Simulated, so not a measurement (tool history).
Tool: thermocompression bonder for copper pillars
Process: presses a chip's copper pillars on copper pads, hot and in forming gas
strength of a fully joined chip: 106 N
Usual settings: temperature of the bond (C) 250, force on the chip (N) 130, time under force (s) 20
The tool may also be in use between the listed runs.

run     day  temperature of the bond (C)  force on the chip (N)  time under force (s)  force that shears a chip off (N)
  1   0.000                          250                    130                    20                              53.2
  2   0.467                          250                    130                    20                              53.6
  3   1.062                          250                    130                    20                              52.5
  4   1.375                          250                    130                    29                              62.1
  5   2.154                          250                    130                    29                              59.1
  6   2.788                          260                    130                    29                              66.1
  7   3.300                          250                    130                    20                              51.7
  8   3.704                          250                    130                    20                              54.5
  9   4.138                          250                    130                    20                              52.2
 10   4.800                          250                    130                    20                              54.0
 11   5.388                          250                    130                    20                              53.7
 12   5.971                          225                    158                    44                              56.2
 13   6.500                          225                    158                    44                              56.7
      6.650  -- heater calibrated with a thermocouple chip
 14   7.083                          225                    158                    44                              55.3
 15   7.554                          244                    131                    14                              43.0
 16   8.108                          259                    165                    14                              58.1
 17   8.533                          227                     95                    41                              38.4
      8.767  -- heater calibrated with a thermocouple chip, once more
 18   9.271                          270                    130                    47                              81.1
 19   9.717                          250                    139                    20                              56.4
 20  10.404                          265                     85                    20                              52.3

Forecast each of these 3 alternatives for the next run:
  A  11.183                          267                     78                    28                                 ?
  B  11.183                          236                    111                    43                                 ?
  C  11.183                          264                    132                    16                                 ?

run  force that shears a chip off (N)
  A                              54.5
  B                              52.8
  C                              59.3
Without the tool's hidden state the same runs would have given:
run  force that shears a chip off (N)
  A                              55.7
  B                              54.0
  C                              60.7

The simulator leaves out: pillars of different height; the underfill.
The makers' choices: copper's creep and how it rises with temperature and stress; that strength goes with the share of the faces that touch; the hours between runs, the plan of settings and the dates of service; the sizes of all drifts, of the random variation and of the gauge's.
